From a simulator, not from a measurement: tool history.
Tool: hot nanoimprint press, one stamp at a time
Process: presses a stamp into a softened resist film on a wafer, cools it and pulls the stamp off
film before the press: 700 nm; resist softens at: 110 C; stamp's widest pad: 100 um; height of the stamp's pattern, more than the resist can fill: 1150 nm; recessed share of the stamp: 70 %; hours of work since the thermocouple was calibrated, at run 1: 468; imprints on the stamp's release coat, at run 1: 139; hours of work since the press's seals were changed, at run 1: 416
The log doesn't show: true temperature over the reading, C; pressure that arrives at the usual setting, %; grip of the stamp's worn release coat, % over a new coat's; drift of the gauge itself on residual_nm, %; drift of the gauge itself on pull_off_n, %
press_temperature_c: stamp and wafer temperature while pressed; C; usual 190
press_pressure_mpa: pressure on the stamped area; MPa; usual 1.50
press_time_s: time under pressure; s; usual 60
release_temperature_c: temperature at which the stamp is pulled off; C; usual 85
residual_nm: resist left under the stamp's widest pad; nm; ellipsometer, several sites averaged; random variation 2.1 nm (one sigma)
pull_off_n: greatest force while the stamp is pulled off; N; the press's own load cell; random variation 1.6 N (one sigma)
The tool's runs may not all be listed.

| run | hour | press_temperature_c | press_pressure_mpa | press_time_s | release_temperature_c | hours of work since the thermocouple was calibrated | imprints on the stamp's release coat | hours of work since the press's seals were changed | residual_nm | pull_off_n |
|---|---|---|---|---|---|---|---|---|---|---|
| 1 | 0.0 | 190 | 1.50 | 60 | 85 | 468 | 139 | 416 | 339.4 | 155 |
| 2 | 45.7 | 197 | 1.50 | 60 | 85 | 499 | 247 | 446 | 262.1 | 155 |
| 3 | 71.6 | 197 | 1.50 | 60 | 85 | 516 | 309 | 463 | 262.8 | 156 |
| 4 | 114.7 | 190 | 1.50 | 60 | 89 | 544 | 411 | 492 | 342.2 | 145 |
|  | 127.5 | plate thermocouple calibrated |
| 5 | 164.9 | 190 | 1.50 | 60 | 85 | 25 | 523 | 523 | 341.2 | 160 |
| 6 | 194.0 | 190 | 1.50 | 60 | 85 | 44 | 592 | 542 | 340.2 | 157 |
| 7 | 231.1 | 190 | 1.50 | 60 | 85 | 69 | 680 | 567 | 340.1 | 159 |
|  | 272.0 | stamp cleaned and given a new release coat |
| 8 | 281.7 | 190 | 1.50 | 86 | 85 | 98 | 23 | 596 | 295.2 | 157 |
| 9 | 329.0 | 190 | 1.50 | 86 | 85 | 129 | 135 | 627 | 292.8 | 158 |
| 10 | 357.1 | 190 | 1.40 | 60 | 85 | 148 | 202 | 646 | 349.1 | 155 |
| 11 | 391.1 | 190 | 1.50 | 60 | 85 | 170 | 283 | 669 | 343.5 | 157 |
| 12 | 429.0 | 190 | 1.47 | 60 | 85 | 195 | 373 | 694 | 341.9 | 156 |
| 13 | 476.6 | 190 | 1.47 | 60 | 85 | 227 | 485 | 725 | 342.2 | 159 |
| 14 | 533.2 | 190 | 2.04 | 60 | 85 | 264 | 620 | 763 | 298.7 | 158 |
| 15 | 580.8 | 190 | 2.04 | 60 | 85 | 296 | 733 | 794 | 303.3 | 159 |
|  | 601.1 | stamp cleaned and given a new release coat |
| 16 | 626.5 | 190 | 1.86 | 75 | 85 | 322 | 60 | 820 | 286.1 | 155 |
|  | 658.0 | press's hydraulic seals changed and the load cell set to zero |
| 17 | 690.5 | 190 | 1.50 | 60 | 89 | 359 | 193 | 21 | 341.6 | 145 |
| 18 | 725.2 | 196 | 1.50 | 48 | 85 | 382 | 275 | 44 | 300.4 | 155 |
| 19 | 757.5 | 196 | 1.17 | 48 | 85 | 403 | 352 | 66 | 330.8 | 154 |
| 20 | 785.0 | 201 | 2.37 | 48 | 86 | 422 | 417 | 84 | 203.2 | 155 |
| 21 | 810.8 | 187 | 1.50 | 103 | 85 | 439 | 479 | 101 | 306.5 | 158 |
| 22 | 841.0 | 187 | 1.50 | 103 | 85 | 459 | 550 | 121 | 312.7 | 158 |
| 23 | 870.3 | 190 | 1.34 | 60 | 75 | 478 | 620 | 140 | 353.8 | 192 |
|  | 934.8 | stamp cleaned and given a new release coat |
| 24 | 934.8 | 190 | 1.34 | 60 | 75 | 517 | 0 | 179 | 356.2 | 190 |
| 25 | 972.3 | 199 | 1.74 | 62 | 87 | 542 | 89 | 204 | 227.0 | 150 |
|  | 987.9 | plate thermocouple calibrated |
| 26 | 1020.8 | 199 | 1.74 | 62 | 87 | 22 | 197 | 234 | 224.9 | 149 |
| 27 | 1073.7 | 180 | 1.85 | 60 | 85 | 57 | 322 | 269 | 445.7 | 158 |
| 28 | 1128.2 | 190 | 1.10 | 60 | 85 | 93 | 451 | 305 | 382.0 | 154 |
| 29 | 1189.7 | 190 | 1.50 | 60 | 85 | 133 | 598 | 346 | 335.1 | 156 |

5 ways to go on from here, each from the tool as it stands after run 29. What would each give?
| A | 1248.3 | 181 | 1.50 | 111 | 89 | 172 | 737 | 384 | ? | ? |
| B | 1248.3 | 198 | 1.03 | 60 | 85 | 172 | 737 | 384 | ? | ? |
| C | 1248.3 | 189 | 1.50 | 105 | 82 | 172 | 737 | 384 | ? | ? |
| D | 1248.3 | 201 | 1.95 | 44 | 85 | 172 | 737 | 384 | ? | ? |
| E | 1248.3 | 190 | 1.50 | 108 | 82 | 172 | 737 | 384 | ? | ? |

| run | residual_nm | pull_off_n |
|---|---|---|
| A | 379.2 | 145 |
| B | 301.5 | 158 |
| C | 282.9 | 167 |
| D | 231.3 | 157 |
| E | 265.3 | 164 |
Without the tool's hidden state the same runs would have given:
| run | residual_nm | pull_off_n |
|---|---|---|
| A | 378.9 | 145 |
| B | 301.2 | 158 |
| C | 282.6 | 166 |
| D | 231.0 | 157 |
| E | 265.0 | 164 |

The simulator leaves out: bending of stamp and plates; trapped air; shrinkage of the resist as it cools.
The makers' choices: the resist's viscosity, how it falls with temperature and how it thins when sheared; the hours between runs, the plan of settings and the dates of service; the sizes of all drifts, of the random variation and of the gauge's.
